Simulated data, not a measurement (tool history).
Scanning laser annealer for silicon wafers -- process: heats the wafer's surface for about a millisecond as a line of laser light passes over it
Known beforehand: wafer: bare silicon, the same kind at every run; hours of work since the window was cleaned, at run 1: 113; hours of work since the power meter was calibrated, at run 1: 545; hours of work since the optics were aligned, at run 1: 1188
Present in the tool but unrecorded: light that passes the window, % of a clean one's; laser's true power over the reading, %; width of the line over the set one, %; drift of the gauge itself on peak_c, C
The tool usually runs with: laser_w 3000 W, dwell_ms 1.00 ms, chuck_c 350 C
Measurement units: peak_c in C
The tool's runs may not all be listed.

run,hour,laser_w,dwell_ms,chuck_c,hours of work since the window was cleaned,hours of work since the power meter was calibrated,hours of work since the optics were aligned,peak_c
1,0.0,3000,1.00,350,113,545,1188,1131
2,21.5,3000,1.00,350,123,555,1198,1130
3,44.6,3000,1.00,350,133,565,1208,1129
4,70.3,2564,1.00,350,145,577,1220,1019
5,100.5,3000,1.00,350,159,591,1234,1130
6,116.2,3000,1.00,350,166,598,1241,1130
7,135.0,3000,1.00,350,174,606,1249,1127
8,169.6,3000,1.00,350,190,622,1265,1125
9,186.6,3000,0.85,350,198,630,1273,1069
10,210.4,3000,1.00,350,209,641,1284,1125
11,243.2,3000,1.00,350,223,656,1299,1126
12,263.0,3000,1.00,350,232,664,1308,1125
13,281.8,3000,1.00,350,241,673,1316,1123
14,312.7,3000,1.00,350,255,687,1330,1121
15,346.6,3000,1.00,350,270,703,1346,1125
16,365.2,3000,1.00,350,279,711,1354,1123
17,396.4,3000,1.00,350,293,725,1368,1124
# hour 435.3: optics aligned, line set to its width
18,435.6,3000,1.00,350,309,741,0,1115
19,470.4,2574,1.05,350,324,756,16,1024
20,504.8,2938,1.22,323,340,772,32,1142
21,538.2,3148,1.22,379,355,787,47,1255
# hour 556.8: optics aligned, line set to its width, once more
22,563.8,2906,0.78,351,365,797,3,1026
23,582.1,3127,1.13,314,373,805,11,1175
24,596.9,3000,0.80,350,380,812,18,1055
25,617.5,3294,0.89,341,389,821,28,1154
26,650.7,2830,1.00,367,404,836,43,1105
27,674.6,2830,1.00,367,415,847,54,1100
28,697.2,3113,1.00,339,425,857,64,1147
29,716.7,3000,0.73,350,434,866,73,1025
30,745.2,3074,0.73,363,447,879,86,1054
31,777.5,2890,1.25,349,462,894,100,1185
32,794.1,2988,0.71,314,469,901,108,980
33,816.6,2988,0.71,347,479,911,118,1010
34,836.3,2988,0.71,347,488,920,127,1007
35,857.0,2988,0.71,347,498,930,136,1009
36,887.3,2815,0.71,371,512,944,150,998

Pick out some run-to-run changes in peak_c. Of each, how much would a tool without hidden state show as well, from the settings, what came in and chance, and how much is left for the hidden state and any gauge scatter not in both results compared?
Run 17 -> 18: optics aligned, line set to its width. peak_c -9 C: hidden state -6, all else -3.
Run 19 -> 20: laser_w 2574 -> 2938, dwell_ms 1.05 -> 1.22, chuck_c 350 -> 323. peak_c +118 C: hidden state -9, all else +127.
Run 21 -> 22: laser_w 3148 -> 2906, dwell_ms 1.22 -> 0.78, chuck_c 379 -> 351, optics aligned, line set to its width, once more. peak_c -229 C: hidden state +30, all else -259.
Run 22 -> 23: laser_w 2906 -> 3127, dwell_ms 0.78 -> 1.13, chuck_c 351 -> 314. peak_c +149 C: hidden state -6, all else +155.
Run 31 -> 32: laser_w 2890 -> 2988, dwell_ms 1.25 -> 0.71, chuck_c 349 -> 314. peak_c -205 C: hidden state +5, all else -210.
